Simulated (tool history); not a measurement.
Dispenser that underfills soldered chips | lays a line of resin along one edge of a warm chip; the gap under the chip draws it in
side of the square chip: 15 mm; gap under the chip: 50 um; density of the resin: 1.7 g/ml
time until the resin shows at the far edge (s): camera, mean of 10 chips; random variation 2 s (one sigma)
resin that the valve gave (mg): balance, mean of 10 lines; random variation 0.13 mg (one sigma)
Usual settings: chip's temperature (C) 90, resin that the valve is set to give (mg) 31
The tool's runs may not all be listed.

run,hour,chip's temperature (C),resin that the valve is set to give (mg),time until the resin shows at the far edge (s),resin that the valve gave (mg)
1,0,90,31,292.1,29.57
2,3.5,90,31,361.3,29.6
# hour 6.1: new syringe of resin
3,8.5,90,31,234.6,29.35
4,16.1,90,31,365.4,29.37
# hour 17.8: new syringe of resin
5,21.2,90,31,249.1,29.08
6,29.1,90,31,395.9,29.11
# hour 30.1: new syringe of resin
7,34.2,77,35.9,462.7,33.68

Run 8 comes next. What will it give?
8,41.5,95,35.3,?,?

Run 8 gave time until the resin shows at the far edge (s) 316.5, resin that the valve gave (mg) 32.92.
Without the tool's hidden state the same run would have given time until the resin shows at the far edge (s) 158.4, resin that the valve gave (mg) 35.36.
